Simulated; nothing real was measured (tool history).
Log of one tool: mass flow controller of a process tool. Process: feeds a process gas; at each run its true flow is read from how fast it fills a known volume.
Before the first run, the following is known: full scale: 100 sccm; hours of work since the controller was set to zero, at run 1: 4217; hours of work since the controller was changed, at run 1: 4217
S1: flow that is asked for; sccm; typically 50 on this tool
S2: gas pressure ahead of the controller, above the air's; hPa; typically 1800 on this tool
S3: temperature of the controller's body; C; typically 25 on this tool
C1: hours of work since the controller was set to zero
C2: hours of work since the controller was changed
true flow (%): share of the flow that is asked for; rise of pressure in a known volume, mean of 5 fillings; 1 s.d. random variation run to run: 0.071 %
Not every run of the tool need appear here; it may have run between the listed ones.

{"run": 1, "day": 0.0, "S1": 50, "S2": 1800, "S3": 25, "C1": 4217, "C2": 4217, "true flow (%)": 99.66}
{"run": 2, "day": 11.158, "S1": 50, "S2": 1800, "S3": 25, "C1": 4365, "C2": 4365, "true flow (%)": 99.53}
{"run": 3, "day": 32.646, "S1": 50, "S2": 1800, "S3": 25, "C1": 4648, "C2": 4648, "true flow (%)": 99.32}
{"run": 4, "day": 55.825, "S1": 50, "S2": 1800, "S3": 25, "C1": 4954, "C2": 4954, "true flow (%)": 99.18}
{"run": 5, "day": 71.825, "S1": 50, "S2": 1800, "S3": 25, "C1": 5166, "C2": 5166, "true flow (%)": 99}
{"day": 86.129, "done": "controller's zero set anew"}
{"run": 6, "day": 92.108, "S1": 50, "S2": 1800, "S3": 25, "C1": 79, "C2": 5433, "true flow (%)": 98.83}
{"run": 7, "day": 103.9, "S1": 50, "S2": 1800, "S3": 25, "C1": 235, "C2": 5589, "true flow (%)": 98.67}
{"run": 8, "day": 124.121, "S1": 50, "S2": 1800, "S3": 25, "C1": 501, "C2": 5856, "true flow (%)": 98.53}
{"run": 9, "day": 140.604, "S1": 50, "S2": 1800, "S3": 25, "C1": 719, "C2": 6073, "true flow (%)": 98.37}
{"run": 10, "day": 162.729, "S1": 50, "S2": 1800, "S3": 25, "C1": 1011, "C2": 6365, "true flow (%)": 98.2}
{"run": 11, "day": 177.392, "S1": 50, "S2": 1800, "S3": 25, "C1": 1205, "C2": 6559, "true flow (%)": 97.89}
{"day": 191.45, "done": "controller exchanged for a calibrated one"}
{"run": 12, "day": 193.433, "S1": 32, "S2": 1800, "S3": 25, "C1": 26, "C2": 26, "true flow (%)": 97.68}
{"run": 13, "day": 211.879, "S1": 50, "S2": 1800, "S3": 25, "C1": 270, "C2": 270, "true flow (%)": 97.77}
{"run": 14, "day": 230.858, "S1": 50, "S2": 2420, "S3": 25, "C1": 520, "C2": 520, "true flow (%)": 97.25}
{"run": 15, "day": 245.896, "S1": 50, "S2": 1800, "S3": 25, "C1": 719, "C2": 719, "true flow (%)": 97.3}
{"run": 16, "day": 257.458, "S1": 50, "S2": 1800, "S3": 22, "C1": 871, "C2": 871, "true flow (%)": 97.43}
{"run": 17, "day": 278.958, "S1": 39, "S2": 1800, "S3": 25, "C1": 1155, "C2": 1155, "true flow (%)": 96.91}
{"run": 18, "day": 293.525, "S1": 50, "S2": 2440, "S3": 25, "C1": 1347, "C2": 1347, "true flow (%)": 96.57}
{"day": 308.321, "done": "gauge calibrated"}
{"run": 19, "day": 316.512, "S1": 35, "S2": 1800, "S3": 25, "C1": 1651, "C2": 1651, "true flow (%)": 99.51}
{"run": 20, "day": 336.05, "S1": 35, "S2": 1800, "S3": 25, "C1": 1909, "C2": 1909, "true flow (%)": 99.29}
{"run": 21, "day": 351.025, "S1": 68, "S2": 1800, "S3": 25, "C1": 2106, "C2": 2106, "true flow (%)": 99.38}
{"run": 22, "day": 366.467, "S1": 68, "S2": 1770, "S3": 25, "C1": 2310, "C2": 2310, "true flow (%)": 99.24}
{"run": 23, "day": 381.112, "S1": 68, "S2": 1770, "S3": 25, "C1": 2503, "C2": 2503, "true flow (%)": 99.23}
{"run": 24, "day": 391.7, "S1": 50, "S2": 1800, "S3": 25, "C1": 2643, "C2": 2643, "true flow (%)": 98.87}
{"run": 25, "day": 407.829, "S1": 36, "S2": 1800, "S3": 25, "C1": 2856, "C2": 2856, "true flow (%)": 98.61}
{"run": 26, "day": 420.125, "S1": 22, "S2": 2220, "S3": 25, "C1": 3018, "C2": 3018, "true flow (%)": 98.27}
{"run": 27, "day": 441.483, "S1": 22, "S2": 2220, "S3": 25, "C1": 3300, "C2": 3300, "true flow (%)": 97.98}
{"run": 28, "day": 459.746, "S1": 34, "S2": 1680, "S3": 22, "C1": 3541, "C2": 3541, "true flow (%)": 98.57}
{"run": 29, "day": 476.329, "S1": 27, "S2": 2010, "S3": 32, "C1": 3760, "C2": 3760, "true flow (%)": 97.61}
{"run": 30, "day": 488.183, "S1": 24, "S2": 1800, "S3": 38, "C1": 3917, "C2": 3917, "true flow (%)": 97.2}
{"run": 31, "day": 504.2, "S1": 10, "S2": 2300, "S3": 27, "C1": 4128, "C2": 4128, "true flow (%)": 97.17}
{"run": 32, "day": 526.95, "S1": 10, "S2": 1970, "S3": 28, "C1": 4428, "C2": 4428, "true flow (%)": 97.2}
{"run": 33, "day": 541.775, "S1": 39, "S2": 2760, "S3": 38, "C1": 4624, "C2": 4624, "true flow (%)": 96.25}
{"run": 34, "day": 563.175, "S1": 50, "S2": 1800, "S3": 25, "C1": 4907, "C2": 4907, "true flow (%)": 97.25}
{"run": 35, "day": 575.446, "S1": 79, "S2": 1800, "S3": 25, "C1": 5069, "C2": 5069, "true flow (%)": 97.4}
{"day": 596.946, "done": "controller's zero set anew"}
{"run": 36, "day": 596.946, "S1": 47, "S2": 1800, "S3": 25, "C1": 0, "C2": 5352, "true flow (%)": 96.96}
{"run": 37, "day": 611.479, "S1": 21, "S2": 1800, "S3": 29, "C1": 192, "C2": 5544, "true flow (%)": 96.47}
{"run": 38, "day": 631.458, "S1": 10, "S2": 2440, "S3": 25, "C1": 456, "C2": 5808, "true flow (%)": 95.99}
{"run": 39, "day": 653.317, "S1": 48, "S2": 1800, "S3": 32, "C1": 744, "C2": 6096, "true flow (%)": 96.14}
{"run": 40, "day": 671.35, "S1": 48, "S2": 1800, "S3": 32, "C1": 982, "C2": 6334, "true flow (%)": 95.92}
{"run": 41, "day": 684.071, "S1": 59, "S2": 2390, "S3": 25, "C1": 1150, "C2": 6502, "true flow (%)": 95.85}
{"run": 42, "day": 694.008, "S1": 59, "S2": 1600, "S3": 29, "C1": 1281, "C2": 6633, "true flow (%)": 96.06}
{"day": 702.475, "done": "controller exchanged for a calibrated one"}
{"run": 43, "day": 708.675, "S1": 59, "S2": 1600, "S3": 29, "C1": 82, "C2": 82, "true flow (%)": 95.92}
{"run": 44, "day": 720.588, "S1": 25, "S2": 1410, "S3": 37, "C1": 239, "C2": 239, "true flow (%)": 95.34}
{"run": 45, "day": 735.496, "S1": 25, "S2": 1410, "S3": 37, "C1": 436, "C2": 436, "true flow (%)": 95.09}
{"run": 46, "day": 746.608, "S1": 40, "S2": 1650, "S3": 37, "C1": 583, "C2": 583, "true flow (%)": 95.15}
{"day": 762.8, "done": "gauge calibrated"}
{"run": 47, "day": 764.371, "S1": 50, "S2": 2000, "S3": 25, "C1": 817, "C2": 817, "true flow (%)": 99.55}

Alternative continuations, all from the tool just after run 47; predict every row:
{"run": "A", "day": 787.733, "S1": 50, "S2": 1800, "S3": 36, "C1": 1125, "C2": 1125, "true flow (%)": "?"}
{"run": "B", "day": 787.733, "S1": 58, "S2": 2050, "S3": 25, "C1": 1125, "C2": 1125, "true flow (%)": "?"}
{"run": "C", "day": 787.733, "S1": 50, "S2": 1620, "S3": 23, "C1": 1125, "C2": 1125, "true flow (%)": "?"}
{"run": "D", "day": 787.733, "S1": 25, "S2": 1590, "S3": 26, "C1": 1125, "C2": 1125, "true flow (%)": "?"}

run=A true_flow_(%)=99.01
run=B true_flow_(%)=99.34
run=C true_flow_(%)=99.52
run=D true_flow_(%)=99.37
With no hidden state in the tool, these same runs would have given:
run=A true_flow_(%)=99.24
run=B true_flow_(%)=99.57
run=C true_flow_(%)=99.76
run=D true_flow_(%)=99.6

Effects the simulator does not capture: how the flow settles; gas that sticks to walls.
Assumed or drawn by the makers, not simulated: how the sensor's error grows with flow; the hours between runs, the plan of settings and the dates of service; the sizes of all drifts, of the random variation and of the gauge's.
